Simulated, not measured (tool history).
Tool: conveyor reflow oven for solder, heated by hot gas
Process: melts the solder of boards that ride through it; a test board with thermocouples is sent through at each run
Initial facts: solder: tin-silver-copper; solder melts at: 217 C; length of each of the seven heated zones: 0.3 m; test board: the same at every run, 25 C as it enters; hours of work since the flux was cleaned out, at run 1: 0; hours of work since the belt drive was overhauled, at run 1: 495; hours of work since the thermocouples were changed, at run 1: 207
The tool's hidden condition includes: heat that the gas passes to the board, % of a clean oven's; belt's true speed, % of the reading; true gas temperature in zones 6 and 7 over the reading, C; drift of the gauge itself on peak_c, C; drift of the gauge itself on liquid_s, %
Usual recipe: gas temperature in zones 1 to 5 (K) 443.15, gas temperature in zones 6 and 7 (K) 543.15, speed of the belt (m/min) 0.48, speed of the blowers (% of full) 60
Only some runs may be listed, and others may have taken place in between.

run	day	gas temperature in zones 1 to 5 (K)	gas temperature in zones 6 and 7 (K)	speed of the belt (m/min)	speed of the blowers (% of full)	hours of work since the flux was cleaned out	hours of work since the belt drive was overhauled	hours of work since the thermocouples were changed	highest temperature of the board (K)	time above the solder's melting point (s)
1	0	443.15	543.15	0.48	60	0	495	207	530.45	58.5
2	0.471	443.15	543.15	0.551	60	7	503	214	524.55	47.7
3	1.096	443.15	543.15	0.551	60	17	512	224	525.75	47.4
4	1.946	443.15	547.15	0.551	60	30	526	237	528.95	49.5
5	2.404	443.15	547.15	0.551	60	37	533	244	528.85	49.8
6	3.204	443.15	547.15	0.551	60	50	545	256	528.55	49.7
7	4.079	443.15	540.15	0.551	60	63	559	270	522.75	45.7
8	4.45	443.15	540.15	0.551	60	69	564	276	522.45	45.9
9	4.912	443.15	540.15	0.551	60	76	571	283	522.65	45.7
10	5.708	443.15	543.15	0.439	60	88	584	295	532.05	66.6
11	6.162	443.15	543.15	0.439	60	95	591	302	532.05	66.5
12	7.012	443.15	543.15	0.494	60	109	604	315	529.45	56.2
13	7.446	443.15	543.15	0.494	60	115	611	322	529.55	56.3
14	7.975	452.15	543.15	0.48	60	123	619	330	531.15	62.5
15	8.388	452.15	543.15	0.48	60	130	625	336	531.15	62.5
16	9.121	428.15	544.15	0.484	52	141	637	348	526.45	50.7
17	9.633	438.15	555.15	0.48	60	149	644	356	540.25	62.7
18	10.079	431.15	544.15	0.5	75	156	651	363	530.85	54.1
19	10.892	435.15	544.15	0.535	66	168	664	375	527.25	48.2
20	11.621	431.15	552.15	0.535	75	180	675	386	535.65	52.6
21	12.133	443.15	543.15	0.534	51	188	683	394	524.05	47.9
22	12.871	447.15	541.15	0.434	72	199	695	406	534.05	69.9
23	13.529	457.15	547.15	0.398	72	209	705	416	541.35	84.5
24	14.121	429.15	536.15	0.474	67	218	714	425	523.15	51.6
25	14.592	445.15	536.15	0.479	60	226	721	432	523.35	55.5
26	15.183	433.15	534.15	0.436	60	235	730	442	523.45	57.1
27	15.767	432.15	538.15	0.542	62	244	739	451	519.65	41.7
28	16.304	434.15	543.15	0.487	60	252	748	459	527.95	53.9
29	16.779	434.15	552.15	0.487	60	260	755	466	536.35	58.7
30	17.271	434.15	557.15	0.487	60	267	763	474	541.15	61

How would selected steps in highest temperature of the board (K) from run to run divide? Give the signed amount a tool lacking its hidden state would still show from settings, what came in and random variation, and the signed amount left for the hidden state, including any gauge scatter that is not in both of the compared results.
Run 16 -> 17: gas temperature in zones 1 to 5 (K) 428.15 -> 438.15, gas temperature in zones 6 and 7 (K) 544.15 -> 555.15, speed of the belt (m/min) 0.484 -> 0.48, speed of the blowers (% of full) 52 -> 60. highest temperature of the board (K) +13.8: hidden state +0, all else +13.8.
Run 17 -> 18: gas temperature in zones 1 to 5 (K) 438.15 -> 431.15, gas temperature in zones 6 and 7 (K) 555.15 -> 544.15, speed of the belt (m/min) 0.48 -> 0.5, speed of the blowers (% of full) 60 -> 75. highest temperature of the board (K) -9.4: hidden state -0.2, all else -9.2.
Run 20 -> 21: gas temperature in zones 1 to 5 (K) 431.15 -> 443.15, gas temperature in zones 6 and 7 (K) 552.15 -> 543.15, speed of the belt (m/min) 0.535 -> 0.534, speed of the blowers (% of full) 75 -> 51. highest temperature of the board (K) -11.6: hidden state +0.1, all else -11.7.
Run 23 -> 24: gas temperature in zones 1 to 5 (K) 457.15 -> 429.15, gas temperature in zones 6 and 7 (K) 547.15 -> 536.15, speed of the belt (m/min) 0.398 -> 0.474, speed of the blowers (% of full) 72 -> 67. highest temperature of the board (K) -18.2: hidden state -0.4, all else -17.8.
Run 26 -> 27: gas temperature in zones 1 to 5 (K) 433.15 -> 432.15, gas temperature in zones 6 and 7 (K) 534.15 -> 538.15, speed of the belt (m/min) 0.436 -> 0.542, speed of the blowers (% of full) 60 -> 62. highest temperature of the board (K) -3.8: hidden state -0.3, all else -3.5.
